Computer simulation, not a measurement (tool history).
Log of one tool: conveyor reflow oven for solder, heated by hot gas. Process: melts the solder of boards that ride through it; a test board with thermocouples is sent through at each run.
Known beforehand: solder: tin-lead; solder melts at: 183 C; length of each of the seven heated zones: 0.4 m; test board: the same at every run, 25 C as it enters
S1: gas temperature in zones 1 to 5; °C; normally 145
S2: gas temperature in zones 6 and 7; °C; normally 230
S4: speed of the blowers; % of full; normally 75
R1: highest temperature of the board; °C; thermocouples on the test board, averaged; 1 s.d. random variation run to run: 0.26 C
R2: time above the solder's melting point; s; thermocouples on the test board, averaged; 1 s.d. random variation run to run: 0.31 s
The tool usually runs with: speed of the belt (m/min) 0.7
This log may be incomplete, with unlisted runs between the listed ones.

run 1 hour=0 | S1=145 S2=230 speed_of_the_belt_(m/min)=0.7 S4=75 | R1=210.1 R2=46.8
run 2 hour=14.8 | S1=145 S2=225 speed_of_the_belt_(m/min)=0.7 S4=75 | R1=206 R2=43.9
run 3 hour=26.2 | S1=145 S2=225 speed_of_the_belt_(m/min)=0.7 S4=75 | R1=206.3 R2=44.2
run 4 hour=43.1 | S1=145 S2=230 speed_of_the_belt_(m/min)=0.7 S4=75 | R1=210.2 R2=47.3
-- hour=55.1 flux residue cleaned out of gas plates and filters
run 5 hour=59 | S1=145 S2=230 speed_of_the_belt_(m/min)=0.632 S4=75 | R1=214.7 R2=58.1
run 6 hour=76 | S1=145 S2=230 speed_of_the_belt_(m/min)=0.632 S4=75 | R1=215.1 R2=58
run 7 hour=100.2 | S1=145 S2=230 speed_of_the_belt_(m/min)=0.632 S4=75 | R1=214.5 R2=57.5
run 8 hour=113.5 | S1=145 S2=230 speed_of_the_belt_(m/min)=0.632 S4=75 | R1=214.9 R2=58
run 9 hour=123.8 | S1=145 S2=230 speed_of_the_belt_(m/min)=0.632 S4=75 | R1=214.6 R2=57.2
run 10 hour=137.9 | S1=145 S2=230 speed_of_the_belt_(m/min)=0.632 S4=75 | R1=214.9 R2=58.2
run 11 hour=152 | S1=145 S2=230 speed_of_the_belt_(m/min)=0.632 S4=75 | R1=215 R2=58.1
run 12 hour=175.7 | S1=157 S2=230 speed_of_the_belt_(m/min)=0.632 S4=75 | R1=217 R2=65.1
run 13 hour=185.9 | S1=157 S2=230 speed_of_the_belt_(m/min)=0.632 S4=75 | R1=217.5 R2=65.8
run 14 hour=203.1 | S1=145 S2=230 speed_of_the_belt_(m/min)=0.7 S4=75 | R1=212.1 R2=48.5
run 15 hour=224.5 | S1=145 S2=230 speed_of_the_belt_(m/min)=0.7 S4=75 | R1=211.3 R2=49.3
run 16 hour=236.9 | S1=145 S2=230 speed_of_the_belt_(m/min)=0.7 S4=75 | R1=211.5 R2=48.4
run 17 hour=247.4 | S1=145 S2=230 speed_of_the_belt_(m/min)=0.7 S4=75 | R1=211.3 R2=48.6
run 18 hour=267.7 | S1=151 S2=230 speed_of_the_belt_(m/min)=0.7 S4=75 | R1=212 R2=52.8
run 19 hour=279.4 | S1=151 S2=230 speed_of_the_belt_(m/min)=0.763 S4=75 | R1=210.2 R2=45.5
run 20 hour=302.7 | S1=151 S2=230 speed_of_the_belt_(m/min)=0.763 S4=75 | R1=210.2 R2=45.1
run 21 hour=323.6 | S1=151 S2=226 speed_of_the_belt_(m/min)=0.763 S4=66 | R1=203.8 R2=38.7
run 22 hour=335.6 | S1=155 S2=226 speed_of_the_belt_(m/min)=0.761 S4=66 | R1=205.3 R2=42.1
run 23 hour=355.1 | S1=155 S2=230 speed_of_the_belt_(m/min)=0.7 S4=57 | R1=207.8 R2=48.5
run 24 hour=371.4 | S1=155 S2=230 speed_of_the_belt_(m/min)=0.704 S4=57 | R1=207.5 R2=47.4
run 25 hour=385.1 | S1=155 S2=230 speed_of_the_belt_(m/min)=0.704 S4=57 | R1=207.5 R2=47.2
run 26 hour=409.7 | S1=150 S2=237 speed_of_the_belt_(m/min)=0.704 S4=57 | R1=211.1 R2=48.5
run 27 hour=421.5 | S1=141 S2=219 speed_of_the_belt_(m/min)=0.621 S4=60 | R1=201.2 R2=41.2
run 28 hour=447.1 | S1=142 S2=245 speed_of_the_belt_(m/min)=0.644 S4=75 | R1=225.8 R2=63.1
run 29 hour=464.7 | S1=145 S2=244 speed_of_the_belt_(m/min)=0.7 S4=75 | R1=222.5 R2=57

3 ways to go on from here, each from the tool as it stands after run 29. What would each give?
run A hour=488.3 | S1=145 S2=230 speed_of_the_belt_(m/min)=0.7 S4=66 | R1=? R2=?
run B hour=488.3 | S1=139 S2=244 speed_of_the_belt_(m/min)=0.7 S4=70 | R1=? R2=?
run C hour=488.3 | S1=155 S2=236 speed_of_the_belt_(m/min)=0.7 S4=75 | R1=? R2=?

run=A R1=208.6 R2=45.7
run=B R1=219.6 R2=52.7
run=C R1=218.4 R2=58
With the hidden condition removed and each run's random variation left untouched, the same runs would have given:
run=A R1=208.3 R2=45
run=B R1=219.4 R2=51.9
run=C R1=218.1 R2=57.1
